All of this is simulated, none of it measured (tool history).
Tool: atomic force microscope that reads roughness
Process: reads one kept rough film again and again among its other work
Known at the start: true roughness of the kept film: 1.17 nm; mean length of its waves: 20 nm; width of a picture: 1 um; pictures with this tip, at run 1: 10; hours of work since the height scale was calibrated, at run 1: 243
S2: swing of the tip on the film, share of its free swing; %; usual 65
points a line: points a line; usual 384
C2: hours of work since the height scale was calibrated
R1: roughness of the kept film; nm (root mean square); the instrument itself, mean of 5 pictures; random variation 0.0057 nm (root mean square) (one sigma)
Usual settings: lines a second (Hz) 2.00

{"run": 1, "hour": 0.0, "lines a second (Hz)": 2.0, "S2": 65, "points a line": 384, "pictures with this tip": 10, "C2": 243, "R1": 1.011}
{"run": 2, "hour": 22.3, "lines a second (Hz)": 1.41, "S2": 65, "points a line": 384, "pictures with this tip": 54, "C2": 257, "R1": 0.973}
{"run": 3, "hour": 50.1, "lines a second (Hz)": 1.41, "S2": 65, "points a line": 384, "pictures with this tip": 109, "C2": 273, "R1": 0.918}
{"run": 4, "hour": 66.4, "lines a second (Hz)": 1.41, "S2": 65, "points a line": 384, "pictures with this tip": 141, "C2": 283, "R1": 0.886}
{"hour": 72.8, "done": "new tip fitted"}
{"run": 5, "hour": 90.4, "lines a second (Hz)": 2.0, "S2": 80, "points a line": 384, "pictures with this tip": 35, "C2": 298, "R1": 0.906}
{"run": 6, "hour": 126.5, "lines a second (Hz)": 2.0, "S2": 80, "points a line": 384, "pictures with this tip": 106, "C2": 319, "R1": 0.836}
{"hour": 148.8, "done": "new tip fitted"}
{"run": 7, "hour": 155.5, "lines a second (Hz)": 2.0, "S2": 80, "points a line": 384, "pictures with this tip": 13, "C2": 337, "R1": 0.947}
{"run": 8, "hour": 184.2, "lines a second (Hz)": 2.0, "S2": 80, "points a line": 384, "pictures with this tip": 70, "C2": 354, "R1": 0.868}
{"run": 9, "hour": 215.2, "lines a second (Hz)": 2.0, "S2": 80, "points a line": 384, "pictures with this tip": 131, "C2": 373, "R1": 0.819}
{"hour": 225.1, "done": "new tip fitted"}
{"run": 10, "hour": 240.9, "lines a second (Hz)": 2.0, "S2": 65, "points a line": 960, "pictures with this tip": 32, "C2": 388, "R1": 1.002}
{"run": 11, "hour": 255.6, "lines a second (Hz)": 2.0, "S2": 65, "points a line": 960, "pictures with this tip": 61, "C2": 397, "R1": 0.955}
{"run": 12, "hour": 288.1, "lines a second (Hz)": 2.0, "S2": 65, "points a line": 384, "pictures with this tip": 125, "C2": 417, "R1": 0.878}
{"hour": 303.1, "done": "new tip fitted"}
{"run": 13, "hour": 314.1, "lines a second (Hz)": 2.0, "S2": 65, "points a line": 384, "pictures with this tip": 22, "C2": 432, "R1": 0.994}
{"run": 14, "hour": 345.8, "lines a second (Hz)": 2.0, "S2": 65, "points a line": 384, "pictures with this tip": 84, "C2": 451, "R1": 0.913}
{"hour": 381.5, "done": "new tip fitted"}
{"run": 15, "hour": 381.7, "lines a second (Hz)": 2.0, "S2": 65, "points a line": 590, "pictures with this tip": 0, "C2": 473, "R1": 1.036}
{"run": 16, "hour": 412.0, "lines a second (Hz)": 2.0, "S2": 65, "points a line": 590, "pictures with this tip": 60, "C2": 491, "R1": 0.967}
{"run": 17, "hour": 427.6, "lines a second (Hz)": 1.18, "S2": 65, "points a line": 590, "pictures with this tip": 91, "C2": 501, "R1": 0.951}
{"hour": 457.7, "done": "new tip fitted"}
{"run": 18, "hour": 464.4, "lines a second (Hz)": 1.18, "S2": 65, "points a line": 590, "pictures with this tip": 13, "C2": 523, "R1": 1.04}
{"run": 19, "hour": 483.5, "lines a second (Hz)": 1.18, "S2": 65, "points a line": 590, "pictures with this tip": 51, "C2": 534, "R1": 0.992}
{"run": 20, "hour": 501.1, "lines a second (Hz)": 1.18, "S2": 65, "points a line": 590, "pictures with this tip": 86, "C2": 545, "R1": 0.954}
{"run": 21, "hour": 522.0, "lines a second (Hz)": 1.18, "S2": 65, "points a line": 590, "pictures with this tip": 127, "C2": 557, "R1": 0.917}
{"hour": 535.3, "done": "new tip fitted"}
{"run": 22, "hour": 551.9, "lines a second (Hz)": 3.26, "S2": 66, "points a line": 678, "pictures with this tip": 33, "C2": 575, "R1": 0.95}
{"run": 23, "hour": 572.7, "lines a second (Hz)": 3.26, "S2": 66, "points a line": 678, "pictures with this tip": 74, "C2": 588, "R1": 0.9}
{"run": 24, "hour": 593.8, "lines a second (Hz)": 3.26, "S2": 66, "points a line": 565, "pictures with this tip": 116, "C2": 601, "R1": 0.863}
{"hour": 611.8, "done": "new tip fitted"}
{"run": 25, "hour": 617.5, "lines a second (Hz)": 3.26, "S2": 66, "points a line": 565, "pictures with this tip": 11, "C2": 615, "R1": 0.976}
{"run": 26, "hour": 633.7, "lines a second (Hz)": 2.35, "S2": 80, "points a line": 793, "pictures with this tip": 43, "C2": 625, "R1": 0.89}
{"run": 27, "hour": 660.5, "lines a second (Hz)": 2.35, "S2": 80, "points a line": 793, "pictures with this tip": 96, "C2": 641, "R1": 0.852}
{"hour": 688.6, "done": "new tip fitted"}
{"run": 28, "hour": 691.3, "lines a second (Hz)": 2.54, "S2": 88, "points a line": 409, "pictures with this tip": 6, "C2": 659, "R1": 0.853}
{"run": 29, "hour": 722.5, "lines a second (Hz)": 2.54, "S2": 88, "points a line": 595, "pictures with this tip": 68, "C2": 678, "R1": 0.797}
{"run": 30, "hour": 750.9, "lines a second (Hz)": 0.51, "S2": 72, "points a line": 595, "pictures with this tip": 123, "C2": 695, "R1": 0.92}
{"hour": 765.8, "done": "new tip fitted"}
{"run": 31, "hour": 780.3, "lines a second (Hz)": 0.51, "S2": 72, "points a line": 595, "pictures with this tip": 29, "C2": 713, "R1": 1.043}
{"run": 32, "hour": 807.2, "lines a second (Hz)": 3.52, "S2": 67, "points a line": 962, "pictures with this tip": 82, "C2": 729, "R1": 0.899}
{"run": 33, "hour": 828.2, "lines a second (Hz)": 3.52, "S2": 57, "points a line": 325, "pictures with this tip": 123, "C2": 742, "R1": 0.88}
{"hour": 842.2, "done": "new tip fitted"}
{"run": 34, "hour": 850.1, "lines a second (Hz)": 3.52, "S2": 57, "points a line": 325, "pictures with this tip": 15, "C2": 755, "R1": 0.996}
{"run": 35, "hour": 875.5, "lines a second (Hz)": 1.86, "S2": 82, "points a line": 273, "pictures with this tip": 65, "C2": 770, "R1": 0.872}
{"run": 36, "hour": 911.3, "lines a second (Hz)": 1.86, "S2": 82, "points a line": 273, "pictures with this tip": 136, "C2": 792, "R1": 0.809}
{"hour": 919.3, "done": "new tip fitted"}
{"run": 37, "hour": 943.4, "lines a second (Hz)": 2.36, "S2": 56, "points a line": 289, "pictures with this tip": 47, "C2": 811, "R1": 0.966}
{"run": 38, "hour": 959.3, "lines a second (Hz)": 1.11, "S2": 83, "points a line": 331, "pictures with this tip": 79, "C2": 821, "R1": 0.894}

Forecast each of these 3 alternatives for the next run:
{"run": "A", "hour": 983.8, "lines a second (Hz)": 3.37, "S2": 65, "points a line": 384, "pictures with this tip": 127, "C2": 836, "R1": "?"}
{"run": "B", "hour": 983.8, "lines a second (Hz)": 2.0, "S2": 73, "points a line": 831, "pictures with this tip": 127, "C2": 836, "R1": "?"}
{"run": "C", "hour": 983.8, "lines a second (Hz)": 1.31, "S2": 65, "points a line": 384, "pictures with this tip": 127, "C2": 836, "R1": "?"}

run=A R1=0.847
run=B R1=0.862
run=C R1=0.900
Without the tool's hidden state the same runs would have given:
run=A R1=0.985
run=B R1=1.002
run=C R1=1.046
